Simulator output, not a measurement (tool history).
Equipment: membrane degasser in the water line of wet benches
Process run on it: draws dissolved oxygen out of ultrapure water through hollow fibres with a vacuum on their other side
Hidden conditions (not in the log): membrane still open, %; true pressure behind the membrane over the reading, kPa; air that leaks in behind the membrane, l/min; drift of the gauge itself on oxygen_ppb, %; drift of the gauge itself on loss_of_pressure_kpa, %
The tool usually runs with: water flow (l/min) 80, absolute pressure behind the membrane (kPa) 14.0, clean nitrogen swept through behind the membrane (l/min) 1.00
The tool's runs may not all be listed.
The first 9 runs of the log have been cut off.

| run | hour | water flow (l/min) | absolute pressure behind the membrane (kPa) | clean nitrogen swept through behind the membrane (l/min) | hours since the membrane was changed | hours since the vacuum gauge was calibrated | hours since the vacuum lines were made tight | dissolved oxygen in the water behind the degasser (ppb) | pressure that the water loses in the fibres (kPa) |
|---|---|---|---|---|---|---|---|---|---|
| 10 | 2023.5 | 80 | 14.0 | 1.00 | 6997 | 6513 | 864 | 1288.5 | 32.35 |
| 11 | 2161.3 | 80 | 14.0 | 1.00 | 7135 | 6651 | 1002 | 1289.5 | 32.18 |
| 12 | 2370.3 | 80 | 14.0 | 1.00 | 7344 | 6860 | 1211 | 1287.7 | 31.93 |
| 13 | 2653.0 | 80 | 14.0 | 1.00 | 7627 | 7142 | 1494 | 1289.8 | 32.09 |
|  | 2783.2 | vacuum gauge calibrated |
| 14 | 2800.7 | 80 | 14.0 | 1.00 | 7774 | 17 | 1641 | 1288.5 | 32.09 |
| 15 | 2955.7 | 80 | 12.2 | 1.00 | 7929 | 172 | 1796 | 1095.0 | 31.75 |
| 16 | 3082.4 | 80 | 12.2 | 1.00 | 8056 | 299 | 1923 | 1096.9 | 31.66 |
| 17 | 3368.8 | 80 | 12.2 | 1.00 | 8342 | 586 | 2209 | 1097.1 | 31.67 |
| 18 | 3605.5 | 80 | 12.2 | 1.00 | 8579 | 822 | 2446 | 1096.7 | 31.51 |
| 19 | 3764.0 | 80 | 12.2 | 1.00 | 8737 | 981 | 2604 | 1094.1 | 31.97 |
| 20 | 3923.4 | 80 | 28.1 | 1.00 | 8897 | 1140 | 2764 | 2558.2 | 32.11 |
| 21 | 4119.2 | 80 | 28.1 | 1.00 | 9092 | 1336 | 2959 | 2558.6 | 32.12 |
| 22 | 4397.3 | 117 | 16.3 | 0.66 | 9371 | 1614 | 3238 | 2340.1 | 47.02 |
| 23 | 4684.8 | 114 | 11.9 | 2.65 | 9658 | 1902 | 3525 | 716.6 | 45.19 |
| 24 | 4855.8 | 75 | 22.6 | 1.00 | 9829 | 2073 | 3696 | 2028.0 | 29.60 |
| 25 | 5013.3 | 77 | 9.0 | 1.41 | 9987 | 2230 | 3854 | 566.1 | 30.70 |
| 26 | 5193.3 | 59 | 10.0 | 0.82 | 10167 | 2410 | 4034 | 789.1 | 23.43 |
| 27 | 5354.2 | 68 | 31.7 | 1.54 | 10328 | 2571 | 4194 | 1979.4 | 27.14 |
| 28 | 5554.3 | 68 | 31.7 | 1.54 | 10528 | 2771 | 4395 | 1981.3 | 27.47 |
| 29 | 5825.9 | 68 | 31.7 | 1.54 | 10799 | 3043 | 4666 | 1983.8 | 27.29 |
| 30 | 6019.3 | 68 | 31.7 | 1.54 | 10993 | 3236 | 4860 | 1982.3 | 27.11 |
| 31 | 6178.6 | 99 | 25.8 | 1.68 | 11152 | 3395 | 5019 | 1990.7 | 39.04 |
| 32 | 6463.7 | 80 | 24.8 | 1.00 | 11437 | 3680 | 5304 | 2295.0 | 32.13 |
| 33 | 6656.3 | 80 | 24.8 | 1.00 | 11630 | 3873 | 5496 | 2296.9 | 32.10 |

Forecast each of these 3 alternatives for the next run:
| A | 6957.1 | 109 | 11.4 | 0.65 | 11930 | 4174 | 5797 | ? | ? |
| B | 6957.1 | 80 | 24.8 | 1.16 | 11930 | 4174 | 5797 | ? | ? |
| C | 6957.1 | 52 | 24.8 | 0.75 | 11930 | 4174 | 5797 | ? | ? |

| run | dissolved oxygen in the water behind the degasser (ppb) | pressure that the water loses in the fibres (kPa) |
|---|---|---|
| A | 1531.3 | 43.57 |
| B | 2106.8 | 31.96 |
| C | 2112.1 | 20.93 |
What these runs would have given with no unlogged condition in the tool:
| run | dissolved oxygen in the water behind the degasser (ppb) | pressure that the water loses in the fibres (kPa) |
|---|---|---|
| A | 1531.3 | 43.55 |
| B | 2106.8 | 31.94 |
| C | 2112.1 | 20.92 |
